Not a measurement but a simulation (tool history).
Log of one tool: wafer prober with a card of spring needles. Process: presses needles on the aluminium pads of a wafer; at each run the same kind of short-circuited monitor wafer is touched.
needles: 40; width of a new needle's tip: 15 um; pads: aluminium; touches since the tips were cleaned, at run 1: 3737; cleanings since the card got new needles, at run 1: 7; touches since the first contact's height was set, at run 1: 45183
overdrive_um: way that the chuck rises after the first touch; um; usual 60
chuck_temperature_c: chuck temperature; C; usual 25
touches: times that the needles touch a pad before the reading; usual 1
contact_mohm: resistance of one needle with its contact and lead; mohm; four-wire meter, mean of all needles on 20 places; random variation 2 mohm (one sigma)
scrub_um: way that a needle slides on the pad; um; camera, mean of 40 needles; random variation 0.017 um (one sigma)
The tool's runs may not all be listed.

run	day	overdrive_um	chuck_temperature_c	touches	touches since the tips were cleaned	cleanings since the card got new needles	touches since the first contact's height was set	contact_mohm	scrub_um
1	0.000	60	25	1	3737	7	45183	215	9.17
# day 0.112: tips cleaned on abrasive film
2	0.238	60	66	1	1700	8	48378	226	9.18
# day 0.500: tips cleaned on abrasive film
3	0.504	73	25	1	54	9	51917	216	11.17
4	0.804	73	25	1	4171	9	56034	213	11.16
# day 0.883: tips cleaned on abrasive film
5	1.133	73	25	1	3400	10	60436	213	11.16
# day 1.267: tips cleaned on abrasive film
6	1.317	73	39	1	664	11	62886	213	11.18
# day 1.662: tips cleaned on abrasive film
7	1.662	52	61	3	0	12	67557	224	7.96
8	2.029	66	105	2	4976	12	72533	232	10.07
# day 2.054: tips cleaned on abrasive film
9	2.250	59	25	1	2675	13	75459	214	9.03
# day 2.446: tips cleaned on abrasive film
10	2.583	60	57	2	1867	14	79930	223	9.19

Forecast each of these 3 alternatives for the next run:
# day 2.850: tips cleaned on abrasive film
A	2.938	60	32	2	1232	15	84738	?	?
# day 2.850: tips cleaned on abrasive film
B	2.938	60	38	1	1232	15	84738	?	?
# day 2.850: tips cleaned on abrasive film
C	2.938	73	25	1	1232	15	84738	?	?

run	contact_mohm	scrub_um
A	214	9.18
B	223	9.17
C	209	11.15
Without the tool's hidden state the same runs would have given:
run	contact_mohm	scrub_um
A	213	9.18
B	223	9.17
C	209	11.15

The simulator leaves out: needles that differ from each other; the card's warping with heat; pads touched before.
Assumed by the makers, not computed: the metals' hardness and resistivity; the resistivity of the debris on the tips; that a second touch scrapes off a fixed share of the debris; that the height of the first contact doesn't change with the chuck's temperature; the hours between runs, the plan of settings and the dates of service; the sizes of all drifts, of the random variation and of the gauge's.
